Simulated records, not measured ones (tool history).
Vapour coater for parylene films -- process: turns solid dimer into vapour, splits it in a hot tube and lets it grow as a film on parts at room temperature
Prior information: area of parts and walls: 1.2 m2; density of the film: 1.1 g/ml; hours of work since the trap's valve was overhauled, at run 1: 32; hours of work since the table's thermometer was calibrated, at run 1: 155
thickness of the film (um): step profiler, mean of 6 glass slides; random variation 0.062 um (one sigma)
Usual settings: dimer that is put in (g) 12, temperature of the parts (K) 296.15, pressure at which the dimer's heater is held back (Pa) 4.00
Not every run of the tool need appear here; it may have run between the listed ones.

run   hour  dimer that is put in (g)  temperature of the parts (K)  pressure at which the dimer's heater is held back (Pa)  hours of work since the trap's valve was overhauled  hours of work since the table's thermometer was calibrated  thickness of the film (um)
  1    0.0                        12                        296.15                                                    4.00                                                   32                                                         155                        7.21
  2    8.9                        12                        296.15                                                    5.76                                                   36                                                         159                        7.18
  3   16.3                        12                        296.15                                                    5.76                                                   39                                                         162                        7.18
  4   30.9                        12                        296.15                                                    5.76                                                   46                                                         169                        7.15
  5   40.0                        12                        296.15                                                    5.76                                                   50                                                         173                        7.09
  6   46.5                        12                        296.15                                                    5.76                                                   53                                                         176                        7.15
  7   54.5                        12                        296.15                                                    5.76                                                   56                                                         180                        7.07
  8   68.7                        12                        303.15                                                    5.76                                                   63                                                         186                        5.74
  9   81.7                        12                        300.15                                                    4.00                                                   69                                                         192                        6.50
 10   92.2                        12                        300.15                                                    4.00                                                   74                                                         197                        6.61
 11  106.8                        12                        296.15                                                    4.00                                                   80                                                         204                        7.38
 12  116.6                        12                        296.15                                                    4.00                                                   85                                                         208                        7.35
 13  130.0                        12                        289.15                                                    4.00                                                   91                                                         214                        8.71
 14  146.4                        12                        300.15                                                    4.00                                                   98                                                         222                        6.57
 15  159.8                        12                        300.15                                                    4.00                                                  105                                                         228                        6.58
 16  172.6                        13                        296.15                                                    4.00                                                  110                                                         234                        7.84
 17  183.1                        13                        296.15                                                    4.00                                                  115                                                         239                        7.92
 18  189.7                        13                        296.15                                                    4.00                                                  118                                                         242                        7.90
 19  205.8                        13                        296.15                                                    4.00                                                  126                                                         249                        7.85
 20  218.5                        17                        294.15                                                    2.44                                                  131                                                         255                       11.10
 21  226.1                         6                        293.15                                                    9.01                                                  135                                                         258                        3.73

Predict the results of run 22:
 22  238.5                        10                        297.15                                                    5.44                                                  140                                                         264                           ?

thickness of the film (um): 5.79
Had the tool carried no hidden state, the very same run would have given thickness of the film (um) 5.81.
